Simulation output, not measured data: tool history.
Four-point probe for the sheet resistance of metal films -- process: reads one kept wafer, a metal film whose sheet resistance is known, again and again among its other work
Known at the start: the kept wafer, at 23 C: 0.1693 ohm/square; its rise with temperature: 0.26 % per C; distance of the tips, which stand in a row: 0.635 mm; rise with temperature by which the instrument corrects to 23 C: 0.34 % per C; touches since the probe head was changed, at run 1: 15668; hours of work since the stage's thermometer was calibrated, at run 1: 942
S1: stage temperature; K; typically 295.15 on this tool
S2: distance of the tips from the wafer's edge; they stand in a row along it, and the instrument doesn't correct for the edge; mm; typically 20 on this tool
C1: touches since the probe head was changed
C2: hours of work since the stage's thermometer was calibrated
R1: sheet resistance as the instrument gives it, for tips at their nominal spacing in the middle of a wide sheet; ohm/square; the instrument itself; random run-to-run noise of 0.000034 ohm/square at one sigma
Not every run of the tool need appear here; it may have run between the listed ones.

run   hour      S1  S2     C1    C2        R1
  1    0.0  295.15  20  15668   942  0.169704
  2   10.5  295.15  20  16025   949  0.169675
  3   23.8  295.15  17  16475   957  0.169643
  4   37.4  295.15  17  16935   966  0.169714
  5   44.7  304.15  17  17182   971  0.168565
  6   62.3  295.15  50  17777   982  0.169546
  7   76.2  295.15  50  18247   991  0.169491
  8   89.3  295.15  20  18693   999  0.169586
  9  105.3  295.15  20  19234  1009  0.169624
 10  112.6  295.15  20  19481  1014  0.169650
 11  120.6  295.15   7  19753  1019  0.170235
 12  135.9  297.15   7  20272  1029  0.170011
 13  146.6  297.15   7  20631  1036  0.170047
 14  159.2  297.15   7  21058  1044  0.169971
 15  176.2  297.15  61  21635  1055  0.169243
 16  192.5  302.15  56  22187  1065  0.168638
 17  207.5  303.15   7  22697  1075  0.169194
 18  216.9  299.15  13  23012  1081  0.169178
 19  232.7  299.15  13  23549  1091  0.169188
 20  246.4  295.15  14  24013  1100  0.169694

Pick out some run-to-run changes in R1. Of each, how much would a tool without hidden state show as well, from the settings, what came in and chance, and how much is left for the hidden state and any gauge scatter not in both results compared?
Hidden state present: inner tips' distance over the nominal, %; tips' flats over new ones', %; wafer's true temperature over the reading, C; drift of the gauge itself on sheet_ohm, %.
Run 4 -> 5: S1 295.15 -> 304.15. R1 -0.001149 ohm/square: hidden state -0.000001, all else -0.001148.
Run 5 -> 6: S1 304.15 -> 295.15, S2 17 -> 50. R1 +0.000981 ohm/square: hidden state -0.000007, all else +0.000988.
Run 14 -> 15: S2 7 -> 61. R1 -0.000728 ohm/square: hidden state -0.000006, all else -0.000722.
